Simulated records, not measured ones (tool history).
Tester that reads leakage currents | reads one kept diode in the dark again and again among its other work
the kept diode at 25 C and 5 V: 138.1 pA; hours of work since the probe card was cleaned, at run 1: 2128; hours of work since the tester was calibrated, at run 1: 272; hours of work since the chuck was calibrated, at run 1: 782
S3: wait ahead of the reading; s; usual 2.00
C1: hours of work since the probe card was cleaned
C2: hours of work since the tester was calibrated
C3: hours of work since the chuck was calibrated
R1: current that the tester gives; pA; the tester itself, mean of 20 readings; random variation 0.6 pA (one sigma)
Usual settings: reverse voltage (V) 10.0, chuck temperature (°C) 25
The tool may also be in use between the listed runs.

Run 1, hour 0.0: usual settings; C1 2128; C2 272; C3 782. Result: R1 199.81 pA.
Run 2, hour 29.6: usual settings; C1 2148; C2 293; C3 803. Result: R1 198.34 pA.
Run 3, hour 53.0: usual settings; C1 2164; C2 309; C3 819. Result: R1 198.90 pA.
Run 4, hour 82.8: usual settings; C1 2185; C2 329; C3 839. Result: R1 198.99 pA.
Run 5, hour 118.9: usual settings; C1 2209; C2 354; C3 864. Result: R1 198.96 pA.
Run 6, hour 144.9: usual settings; C1 2227; C2 372; C3 882. Result: R1 198.16 pA.
Run 7, hour 176.5: usual settings; C1 2249; C2 394; C3 904. Result: R1 199.08 pA.
Run 8, hour 203.8: usual settings but S3 6.89 s; C1 2268; C2 413; C3 923. Result: R1 198.28 pA.
Run 9, hour 240.9: usual settings but S3 6.89 s; C1 2294; C2 438; C3 948. Result: R1 198.93 pA.
Run 10, hour 272.7: usual settings but S3 6.89 s; C1 2315; C2 460; C3 970. Result: R1 200.00 pA.
Run 11, hour 308.5: usual settings but S3 6.89 s; C1 2340; C2 485; C3 995. Result: R1 198.73 pA.
Run 12, hour 339.2: usual settings; C1 2361; C2 506; C3 1016. Result: R1 199.23 pA.
Run 13, hour 373.1: usual settings; C1 2385; C2 529; C3 1039. Result: R1 199.61 pA.
Run 14, hour 403.4: usual settings; C1 2405; C2 550; C3 1060. Result: R1 199.15 pA.
Run 15, hour 430.1: usual settings; C1 2424; C2 568; C3 1079. Result: R1 198.14 pA.
Run 16, hour 466.9: usual settings; C1 2449; C2 594; C3 1104. Result: R1 199.63 pA.
Run 17, hour 500.8: usual settings; C1 2472; C2 617; C3 1127. Result: R1 198.39 pA.
Run 18, hour 526.7: usual settings but chuck temperature (°C) 22; C1 2490; C2 635; C3 1145. Result: R1 150.00 pA.
Run 19, hour 556.6: usual settings; C1 2511; C2 655; C3 1166. Result: R1 200.37 pA.
Run 20, hour 579.2: usual settings but chuck temperature (°C) 35; C1 2526; C2 671; C3 1181. Result: R1 493.08 pA.
Run 21, hour 614.1: usual settings but chuck temperature (°C) 35; C1 2550; C2 695; C3 1205. Result: R1 488.97 pA.
Run 22, hour 639.5: usual settings but reverse voltage (V) 2.0, chuck temperature (°C) 39; C1 2568; C2 713; C3 1223. Result: R1 297.43 pA.
Run 23, hour 662.5: usual settings but reverse voltage (V) 2.0, chuck temperature (°C) 39; C1 2584; C2 728; C3 1239. Result: R1 299.35 pA.
Run 24, hour 712.3: usual settings but reverse voltage (V) 5.9, chuck temperature (°C) 27, S3 0.38 s; C1 2618; C2 763; C3 1273. Result: R1 182.36 pA.
Run 25, hour 744.9: usual settings but reverse voltage (V) 3.1, chuck temperature (°C) 51, S3 1.39 s; C1 2641; C2 785; C3 1295. Result: R1 1005.80 pA.
Run 26, hour 790.7: usual settings but reverse voltage (V) 3.1, chuck temperature (°C) 51, S3 1.39 s; C1 2672; C2 817; C3 1327. Result: R1 1007.68 pA.
Run 27, hour 825.5: usual settings but reverse voltage (V) 8.4, chuck temperature (°C) 51, S3 1.91 s; C1 2696; C2 841; C3 1351. Result: R1 1686.26 pA.
Run 28, hour 859.5: usual settings but reverse voltage (V) 4.9, chuck temperature (°C) 51, S3 1.91 s; C1 2719; C2 864; C3 1374. Result: R1 1279.36 pA.
Run 29, hour 901.4: usual settings but reverse voltage (V) 6.5, chuck temperature (°C) 32; C1 2748; C2 893; C3 1403. Result: R1 301.00 pA.
Run 30, hour 924.4: usual settings but chuck temperature (°C) 20, S3 4.69 s; C1 2764; C2 909; C3 1419. Result: R1 124.01 pA.
Run 31, hour 970.5: usual settings but chuck temperature (°C) 56, S3 3.78 s; C1 2796; C2 940; C3 1451. Result: R1 2739.34 pA.
Run 32, hour 1009.3: usual settings but chuck temperature (°C) 56, S3 3.78 s; C1 2823; C2 967; C3 1477. Result: R1 2738.54 pA.
Run 33, hour 1036.8: usual settings but reverse voltage (V) 10.5, chuck temperature (°C) 54, S3 5.47 s; C1 2842; C2 986; C3 1496. Result: R1 2414.73 pA.
Run 34, hour 1061.2: usual settings but reverse voltage (V) 5.5, S3 1.09 s; C1 2858; C2 1003; C3 1513. Result: R1 145.19 pA.
Run 35, hour 1087.8: usual settings but chuck temperature (°C) 20, S3 8.08 s; C1 2877; C2 1021; C3 1531. Result: R1 123.98 pA.
Run 36, hour 1127.1: usual settings but chuck temperature (°C) 37; C1 2904; C2 1048; C3 1559. Result: R1 586.95 pA.
Run 37, hour 1150.2: usual settings but chuck temperature (°C) 23, S3 7.85 s; C1 2920; C2 1064; C3 1574. Result: R1 164.86 pA.
Run 38, hour 1192.4: usual settings but reverse voltage (V) 6.0, chuck temperature (°C) 54; C1 2949; C2 1093; C3 1603. Result: R1 1801.12 pA.
At hour 1223.0: chuck's temperature calibrated.
Run 39, hour 1233.9: usual settings but reverse voltage (V) 6.0, chuck temperature (°C) 54; C1 2976; C2 1120; C3 8. Result: R1 1807.40 pA.

3 ways to go on from here, each from the tool as it stands after run 39. What would each give?
Run A, hour 1283.6: usual settings but reverse voltage (V) 6.0, chuck temperature (°C) 54, S3 4.20 s; C1 3010; C2 1155; C3 42. Result: R1 ?.
Run B, hour 1283.6: usual settings but reverse voltage (V) 1.5, chuck temperature (°C) 32, S3 0.35 s; C1 3010; C2 1155; C3 42. Result: R1 ?.
Run C, hour 1283.6: usual settings but reverse voltage (V) 10.9, chuck temperature (°C) 29, S3 7.31 s; C1 3010; C2 1155; C3 42. Result: R1 ?.

run       R1
  A  1790.30
  B   139.66
  C   301.19
Without the tool's hidden state the same runs would have given:
run       R1
  A  1790.02
  B   139.61
  C   300.95
